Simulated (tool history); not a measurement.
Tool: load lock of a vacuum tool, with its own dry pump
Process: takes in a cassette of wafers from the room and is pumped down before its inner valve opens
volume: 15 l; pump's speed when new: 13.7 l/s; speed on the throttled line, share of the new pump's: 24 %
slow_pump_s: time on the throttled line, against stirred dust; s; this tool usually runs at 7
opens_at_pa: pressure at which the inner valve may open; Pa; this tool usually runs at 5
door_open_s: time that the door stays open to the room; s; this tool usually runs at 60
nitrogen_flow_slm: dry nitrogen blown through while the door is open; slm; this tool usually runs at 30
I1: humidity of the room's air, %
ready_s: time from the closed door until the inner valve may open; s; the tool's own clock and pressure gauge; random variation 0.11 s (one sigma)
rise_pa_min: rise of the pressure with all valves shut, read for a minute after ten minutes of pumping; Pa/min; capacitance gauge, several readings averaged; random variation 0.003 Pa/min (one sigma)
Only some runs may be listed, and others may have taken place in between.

Run 1, hour 0: usual settings; I1 45.4. Result: ready_s 16.8 s, rise_pa_min 0.06 Pa/min.
Run 2, hour 88.6: usual settings; I1 48.1. Result: ready_s 16.6 s, rise_pa_min 0.066 Pa/min.
Run 3, hour 131.8: usual settings; I1 43.6. Result: ready_s 16.8 s, rise_pa_min 0.062 Pa/min.
Run 4, hour 186.5: usual settings; I1 42.4. Result: ready_s 16.6 s, rise_pa_min 0.063 Pa/min.
Run 5, hour 255: usual settings; I1 43.9. Result: ready_s 16.8 s, rise_pa_min 0.069 Pa/min.
Run 6, hour 300.9: usual settings; I1 45.2. Result: ready_s 16.8 s, rise_pa_min 0.069 Pa/min.
Run 7, hour 354.6: usual settings but door_open_s 39 s; I1 41.3. Result: ready_s 16.8 s, rise_pa_min 0.064 Pa/min.
Run 8, hour 395.5: usual settings but door_open_s 39 s; I1 45.7. Result: ready_s 17 s, rise_pa_min 0.064 Pa/min.
Run 9, hour 440.5: usual settings but door_open_s 39 s; I1 43. Result: ready_s 17 s, rise_pa_min 0.063 Pa/min.
Run 10, hour 537.8: usual settings but door_open_s 39 s; I1 43.6. Result: ready_s 16.9 s, rise_pa_min 0.069 Pa/min.
Run 11, hour 630: usual settings but slow_pump_s 12 s, door_open_s 39 s; I1 48.9. Result: ready_s 20.6 s, rise_pa_min 0.075 Pa/min.
Run 12, hour 706.9: usual settings but slow_pump_s 12 s, door_open_s 39 s; I1 45.8. Result: ready_s 20.8 s, rise_pa_min 0.081 Pa/min.
Run 13, hour 772: usual settings but slow_pump_s 12 s, door_open_s 39 s; I1 43.9. Result: ready_s 20.7 s, rise_pa_min 0.081 Pa/min.
Run 14, hour 841.4: usual settings; I1 43.9. Result: ready_s 16.8 s, rise_pa_min 0.093 Pa/min.
Run 15, hour 892: usual settings; I1 46.5. Result: ready_s 16.7 s, rise_pa_min 0.094 Pa/min.
Run 16, hour 986.7: usual settings; I1 48. Result: ready_s 16.7 s, rise_pa_min 0.102 Pa/min.
Run 17, hour 1070.1: usual settings; I1 46.4. Result: ready_s 16.8 s, rise_pa_min 0.109 Pa/min.
Run 18, hour 1153.4: usual settings but nitrogen_flow_slm 44 slm; I1 48.6. Result: ready_s 16.8 s, rise_pa_min 0.101 Pa/min.
Run 19, hour 1220.2: usual settings but nitrogen_flow_slm 27 slm; I1 45.8. Result: ready_s 16.8 s, rise_pa_min 0.108 Pa/min.
Run 20, hour 1294.6: usual settings but nitrogen_flow_slm 27 slm; I1 44.6. Result: ready_s 16.8 s, rise_pa_min 0.121 Pa/min.
Run 21, hour 1378: usual settings but opens_at_pa 9 Pa; I1 44. Result: ready_s 16.2 s, rise_pa_min 0.114 Pa/min.
Run 22, hour 1453.4: usual settings but opens_at_pa 9 Pa; I1 42.8. Result: ready_s 16.2 s, rise_pa_min 0.117 Pa/min.
Run 23, hour 1535.1: usual settings but slow_pump_s 8 s, opens_at_pa 7 Pa, door_open_s 75 s, nitrogen_flow_slm 13 slm; I1 46.8. Result: ready_s 17.2 s, rise_pa_min 0.153 Pa/min.
Run 24, hour 1624.5: usual settings but slow_pump_s 4 s, nitrogen_flow_slm 5 slm; I1 43.7. Result: ready_s 14.5 s, rise_pa_min 0.165 Pa/min.
Run 25, hour 1699.2: usual settings but slow_pump_s 4 s, nitrogen_flow_slm 5 slm; I1 45.3. Result: ready_s 14.5 s, rise_pa_min 0.176 Pa/min.
Run 26, hour 1738.7: usual settings but slow_pump_s 6 s, nitrogen_flow_slm 8 slm; I1 40.4. Result: ready_s 16.4 s, rise_pa_min 0.164 Pa/min.
Run 27, hour 1819.4: usual settings but slow_pump_s 6 s, opens_at_pa 10 Pa, nitrogen_flow_slm 8 slm; I1 45.7. Result: ready_s 15.4 s, rise_pa_min 0.171 Pa/min.
Run 28, hour 1876.5: usual settings but door_open_s 177 s, nitrogen_flow_slm 10 slm; I1 43.5. Result: ready_s 17 s, rise_pa_min 0.205 Pa/min.
Run 29, hour 1941.8: usual settings but door_open_s 177 s, nitrogen_flow_slm 10 slm; I1 47.3. Result: ready_s 16.9 s, rise_pa_min 0.226 Pa/min.
Run 30, hour 1996.4: usual settings but door_open_s 68 s, nitrogen_flow_slm 20 slm; I1 43.5. Result: ready_s 17 s, rise_pa_min 0.174 Pa/min.

Run 31 is up next; what results do you expect?
Run 31, hour 2085.3: usual settings but door_open_s 26 s, nitrogen_flow_slm 21 slm; I1 44.6. Result: ready_s ?, rise_pa_min ?.

{"run 31": {"ready_s": 16.9, "rise_pa_min": 0.155}}
Take away the tool's hidden state, keep the run-to-run variation as it was, and the same run would have given ready_s 16.3 s, rise_pa_min 0.037 Pa/min.
